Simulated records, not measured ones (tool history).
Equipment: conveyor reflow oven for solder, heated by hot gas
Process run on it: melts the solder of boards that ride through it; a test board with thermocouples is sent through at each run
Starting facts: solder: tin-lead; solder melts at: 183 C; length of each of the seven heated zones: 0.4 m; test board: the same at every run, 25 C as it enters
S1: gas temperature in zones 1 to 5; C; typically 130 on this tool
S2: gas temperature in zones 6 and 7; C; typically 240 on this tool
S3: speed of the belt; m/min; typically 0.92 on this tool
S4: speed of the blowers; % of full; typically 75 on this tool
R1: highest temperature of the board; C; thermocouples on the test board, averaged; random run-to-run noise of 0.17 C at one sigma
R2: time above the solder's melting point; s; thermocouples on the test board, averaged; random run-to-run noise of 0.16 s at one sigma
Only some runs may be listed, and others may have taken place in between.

run   hour   S1   S2     S3  S4     R1    R2
  1      0  130  240   0.92  75    221  38.7
  2   13.8  130  240  0.879  75  222.3  41.3
  3   25.8  130  240  0.879  75  222.4  41.7
  4   33.5  130  240  0.879  75  222.3  41.6
  5   45.2  130  240  0.879  75  222.3  41.9
  6   59.3  130  240   0.92  79  220.5  38.8
  7   69.8  130  240   0.92  79  220.5  38.6
  8   84.9  130  240  0.772  79  226.1  50.2
  9    106  140  250  0.986  81  231.1  42.3
 10  114.1  138  234  0.785  81  223.7  50.4
 11  129.5  138  234  0.785  81  223.8  50.6
 12  145.2  129  233  0.922  70  215.3  35.7
 13  163.2  129  240   0.92  75  221.9  39.5
 14  174.2  130  234   0.92  75  216.9  37.3
 15  190.8  128  243   0.92  75  224.3    40
 16  201.7  130  240   0.92  66  220.4  38.7

Not shown: 2 entries that the log had between the listed runs. Between which runs, and how does the tool's hidden state differ before and after?
Run 5 -> run 6: flux residue cleaned out of gas plates and filters (hour 51.7)
  heat that the gas passes to the board, % of a clean oven's: 95.2 -> 92.2; belt's true speed, % of the reading: 99.78 -> 99.77; true gas temperature in zones 6 and 7 over the reading, C: 0.95 -> 0.97
  what was measured, less what the result would be without the hidden state, R1: -0.5 -> -1.6 C; R2: -0.3 -> -0.9 s
Run 8 -> run 9: flux residue cleaned out of gas plates and filters, once more (hour 102.7)
  heat that the gas passes to the board, % of a clean oven's: 92.1 -> 99.8; belt's true speed, % of the reading: 99.74 -> 99.72; true gas temperature in zones 6 and 7 over the reading, C: 1.02 -> 1.06
  what was measured, less what the result would be without the hidden state, R1: -1.1 -> +1 C; R2: -0.6 -> +0.5 s
